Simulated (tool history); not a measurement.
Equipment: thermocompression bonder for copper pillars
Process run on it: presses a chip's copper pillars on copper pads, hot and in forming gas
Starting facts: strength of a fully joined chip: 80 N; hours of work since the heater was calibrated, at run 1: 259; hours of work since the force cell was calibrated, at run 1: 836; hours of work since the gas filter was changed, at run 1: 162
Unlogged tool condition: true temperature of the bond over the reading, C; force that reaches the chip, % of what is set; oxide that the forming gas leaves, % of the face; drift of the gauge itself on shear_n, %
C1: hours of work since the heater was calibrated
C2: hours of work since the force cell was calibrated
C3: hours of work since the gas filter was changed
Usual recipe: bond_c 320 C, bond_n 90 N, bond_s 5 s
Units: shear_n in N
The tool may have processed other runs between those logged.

Run 1, day 0.000: usual settings; C1 259; C2 836; C3 162. Result: shear_n 38.5 N.
Run 2, day 0.446: usual settings; C1 266; C2 842; C3 169. Result: shear_n 38.6 N.
Run 3, day 0.817: usual settings; C1 271; C2 847; C3 174. Result: shear_n 38.2 N.
Run 4, day 1.033: usual settings; C1 274; C2 851; C3 177. Result: shear_n 37.8 N.
Run 5, day 1.250: usual settings; C1 277; C2 854; C3 180. Result: shear_n 38.4 N.
Run 6, day 1.550: usual settings; C1 282; C2 858; C3 185. Result: shear_n 37.9 N.
Run 7, day 1.758: usual settings; C1 285; C2 861; C3 188. Result: shear_n 38.0 N.
Run 8, day 1.954: usual settings; C1 288; C2 864; C3 191. Result: shear_n 37.9 N.
Run 9, day 2.367: usual settings; C1 294; C2 870; C3 197. Result: shear_n 38.0 N.
Run 10, day 2.688: usual settings; C1 298; C2 875; C3 201. Result: shear_n 37.8 N.
Run 11, day 3.017: usual settings; C1 303; C2 879; C3 206. Result: shear_n 37.9 N.
Run 12, day 3.312: usual settings; C1 307; C2 884; C3 210. Result: shear_n 37.6 N.
Run 13, day 3.650: usual settings but bond_c 327 C; C1 312; C2 889; C3 215. Result: shear_n 39.3 N.
Run 14, day 4.079: usual settings but bond_n 104 N; C1 319; C2 895; C3 222. Result: shear_n 43.2 N.
Run 15, day 4.438: usual settings but bond_s 15 s; C1 324; C2 900; C3 227. Result: shear_n 52.0 N.
Run 16, day 4.812: usual settings but bond_s 15 s; C1 329; C2 905; C3 232. Result: shear_n 51.2 N.
Run 17, day 5.133: usual settings but bond_s 15 s; C1 334; C2 910; C3 237. Result: shear_n 51.3 N.
Run 18, day 5.396: usual settings but bond_s 15 s; C1 338; C2 914; C3 241. Result: shear_n 51.1 N.
Run 19, day 5.842: usual settings; C1 344; C2 920; C3 247. Result: shear_n 37.1 N.
Run 20, day 6.075: usual settings; C1 347; C2 924; C3 251. Result: shear_n 36.9 N.
Run 21, day 6.304: usual settings; C1 351; C2 927; C3 254. Result: shear_n 37.4 N.
Run 22, day 6.617: usual settings but bond_c 305 C, bond_n 104 N; C1 355; C2 932; C3 258. Result: shear_n 37.8 N.
Run 23, day 7.017: usual settings but bond_c 335 C, bond_n 57 N, bond_s 6 s; C1 361; C2 938; C3 264. Result: shear_n 28.0 N.
Run 24, day 7.212: usual settings but bond_c 348 C, bond_n 73 N, bond_s 6 s; C1 364; C2 940; C3 267. Result: shear_n 38.4 N.
At day 7.379: forming gas filter changed.
Run 25, day 7.600: usual settings but bond_c 348 C, bond_n 132 N, bond_s 10 s; C1 369; C2 946; C3 3. Result: shear_n 71.9 N.
At day 7.771: force cell calibrated.
Run 26, day 7.988: usual settings but bond_c 348 C, bond_n 132 N, bond_s 10 s; C1 374; C2 3; C3 8. Result: shear_n 69.7 N.
Run 27, day 8.212: usual settings but bond_c 348 C, bond_n 132 N, bond_s 10 s; C1 377; C2 6; C3 11. Result: shear_n 69.8 N.
Run 28, day 8.638: usual settings but bond_c 332 C, bond_n 88 N, bond_s 6 s; C1 384; C2 13; C3 17. Result: shear_n 43.4 N.
Run 29, day 8.821: usual settings but bond_c 300 C, bond_n 84 N; C1 386; C2 15; C3 20. Result: shear_n 30.9 N.
Run 30, day 9.046: usual settings but bond_c 311 C, bond_n 84 N, bond_s 9 s; C1 389; C2 19; C3 23. Result: shear_n 41.7 N.
Run 31, day 9.358: usual settings but bond_c 291 C, bond_n 70 N, bond_s 9 s; C1 394; C2 23; C3 28. Result: shear_n 29.4 N.
Run 32, day 9.662: usual settings but bond_s 6 s; C1 398; C2 27; C3 32. Result: shear_n 40.4 N.
Run 33, day 9.938: usual settings but bond_n 60 N, bond_s 9 s; C1 402; C2 31; C3 36. Result: shear_n 31.7 N.
Run 34, day 10.188: usual settings but bond_n 60 N, bond_s 9 s; C1 406; C2 35; C3 40. Result: shear_n 31.1 N.
Run 35, day 10.583: usual settings but bond_c 334 C, bond_n 60 N, bond_s 9 s; C1 412; C2 41; C3 46. Result: shear_n 34.5 N.
Run 36, day 11.008: usual settings but bond_c 327 C; C1 418; C2 47; C3 52. Result: shear_n 40.0 N.
Run 37, day 11.242: usual settings but bond_c 327 C; C1 421; C2 50; C3 55. Result: shear_n 39.7 N.
Run 38, day 11.575: usual settings but bond_c 305 C, bond_s 3 s; C1 426; C2 55; C3 60. Result: shear_n 27.9 N.
Run 39, day 11.996: usual settings but bond_c 333 C, bond_s 7 s; C1 432; C2 61; C3 66. Result: shear_n 46.4 N.
Run 40, day 12.250: usual settings but bond_c 303 C, bond_n 95 N; C1 436; C2 65; C3 70. Result: shear_n 34.5 N.
Run 41, day 12.450: usual settings but bond_c 347 C, bond_n 55 N; C1 439; C2 68; C3 73. Result: shear_n 27.5 N.

Alternative continuations, all from the tool just after run 41; predict every row:
Run A, day 12.896: usual settings but bond_c 306 C; C1 445; C2 74; C3 79. Result: shear_n ?.
Run B, day 12.896: usual settings but bond_c 347 C, bond_n 59 N; C1 445; C2 74; C3 79. Result: shear_n ?.
Run C, day 12.896: usual settings but bond_c 347 C, bond_n 95 N, bond_s 14 s; C1 445; C2 74; C3 79. Result: shear_n ?.

run  shear_n
  A     33.6
  B     29.6
  C     60.0
Without the tool's unlogged condition, the same runs would have read:
run  shear_n
  A     34.8
  B     30.7
  C     62.2
